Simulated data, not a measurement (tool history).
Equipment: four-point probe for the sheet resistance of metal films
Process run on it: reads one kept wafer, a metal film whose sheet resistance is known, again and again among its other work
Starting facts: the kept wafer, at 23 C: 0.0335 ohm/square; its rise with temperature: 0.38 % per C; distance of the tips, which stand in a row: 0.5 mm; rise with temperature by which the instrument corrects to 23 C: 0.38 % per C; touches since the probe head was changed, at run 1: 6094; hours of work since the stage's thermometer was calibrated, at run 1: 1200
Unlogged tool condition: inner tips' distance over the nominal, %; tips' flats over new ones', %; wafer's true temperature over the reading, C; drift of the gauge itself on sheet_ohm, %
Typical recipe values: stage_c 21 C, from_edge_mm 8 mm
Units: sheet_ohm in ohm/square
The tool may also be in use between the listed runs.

run,day,stage_c,from_edge_mm,touches since the probe head was changed,hours of work since the stage's thermometer was calibrated,sheet_ohm
1,0,21,8,6094,1200,0.033571
2,0.825,21,8,6994,1211,0.033558
3,1.621,21,8,7854,1222,0.03357
4,2.15,28,8,8431,1229,0.033579
5,2.8,21,8,9138,1238,0.033561
6,3.517,21,8,9920,1248,0.033574
7,4.388,21,8,10862,1260,0.033569
8,4.921,21,8,11444,1268,0.033569
9,5.554,21,50,12130,1276,0.033499
10,6.358,21,50,13007,1288,0.033501
11,7.021,35,8,13725,1297,0.03355
12,7.925,35,6,14710,1309,0.03362
13,8.496,27,8,15331,1317,0.033562
14,8.95,27,8,15823,1323,0.033558
15,9.329,23,8,16235,1329,0.033562
16,9.821,21,6,16770,1335,0.033617
17,10.192,21,32,17176,1341,0.033503
18,10.683,21,32,17708,1347,0.033492
19,11.454,34,8,18547,1358,0.033573
20,12.358,34,8,19527,1371,0.033574
21,13.133,34,8,20372,1381,0.033577
22,13.512,34,8,20785,1387,0.033587
23,14.383,34,8,21729,1399,0.033558
24,15.012,34,8,22414,1407,0.033559
25,15.838,34,8,23313,1419,0.033554
26,16.717,24,6,24267,1431,0.033625
27,17.475,19,9,25092,1441,0.033546
28,18.117,20,5,25791,1450,0.033684
29,18.817,27,4,26551,1460,0.033777
30,19.692,27,4,27501,1472,0.03378
31,20.429,27,4,28303,1482,0.033777
32,20.9,32,8,28812,1489,0.033577
33,21.271,32,8,29216,1494,0.033559
34,21.683,32,8,29666,1499,0.033579
35,22.088,22,15,30107,1505,0.033503
36,22.875,34,36,30963,1516,0.033487
37,23.462,34,68,31600,1524,0.033498
38,24.312,20,8,32525,1536,0.033563
39,25.171,21,3,33457,1548,0.03399
40,26.054,21,3,34417,1560,0.034
41,26.7,21,8,35121,1569,0.033558
42,27.558,21,8,36050,1581,0.033576
43,28.117,21,36,36661,1588,0.033502
44,28.688,34,23,37282,1596,0.033513
45,29.188,34,11,37821,1603,0.033535

Below are 4 alternative next runs, each starting from the tool's condition after run 45. Predict each:
A,29.783,29,15,38469,1611,?
B,29.783,20,9,38469,1611,?
C,29.783,30,14,38469,1611,?
D,29.783,19,5,38469,1611,?

run,sheet_ohm
A,0.033506
B,0.033549
C,0.033517
D,0.033664
The same runs, with their run-to-run variation unchanged, on a tool lacking any hidden condition would have given:
run,sheet_ohm
A,0.033509
B,0.033553
C,0.033521
D,0.033668

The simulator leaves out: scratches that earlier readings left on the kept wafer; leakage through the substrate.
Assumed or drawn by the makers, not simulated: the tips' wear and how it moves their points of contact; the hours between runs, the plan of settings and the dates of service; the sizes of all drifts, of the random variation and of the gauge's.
